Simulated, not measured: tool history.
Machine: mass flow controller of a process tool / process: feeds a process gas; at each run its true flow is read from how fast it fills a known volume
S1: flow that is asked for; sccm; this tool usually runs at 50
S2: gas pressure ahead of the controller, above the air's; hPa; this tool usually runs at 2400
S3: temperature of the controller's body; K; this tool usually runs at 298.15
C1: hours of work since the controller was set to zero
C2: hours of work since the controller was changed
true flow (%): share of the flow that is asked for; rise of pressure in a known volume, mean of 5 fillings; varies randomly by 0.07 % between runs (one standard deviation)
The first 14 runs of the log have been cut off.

run 15 hour=2497.2 | S1=10 S2=2400 S3=298.15 | C1=1203 C2=1203 | true_flow_(%)=97.01
run 16 hour=2748.3 | S1=10 S2=2400 S3=298.15 | C1=1311 C2=1311 | true_flow_(%)=96.85
run 17 hour=2925.3 | S1=10 S2=2400 S3=298.15 | C1=1388 C2=1388 | true_flow_(%)=96.77
run 18 hour=3085.5 | S1=68 S2=2400 S3=298.15 | C1=1457 C2=1457 | true_flow_(%)=99.56
run 19 hour=3229.3 | S1=19 S2=2170 S3=298.15 | C1=1519 C2=1519 | true_flow_(%)=97.84
run 20 hour=3476.1 | S1=77 S2=1510 S3=301.15 | C1=1625 C2=1625 | true_flow_(%)=99.50
run 21 hour=3619.1 | S1=50 S2=2400 S3=301.15 | C1=1687 C2=1687 | true_flow_(%)=98.93
run 22 hour=3805.8 | S1=50 S2=2400 S3=301.15 | C1=1767 C2=1767 | true_flow_(%)=98.99

Run 23, settings as shown, results not yet in. Your forecast:
run 23 hour=3919.6 | S1=35 S2=2220 S3=295.15 | C1=1816 C2=1816 | true_flow_(%)=?

true flow (%): 98.69
The same run, on a tool lacking any hidden state, would have yielded true flow (%) 98.73.
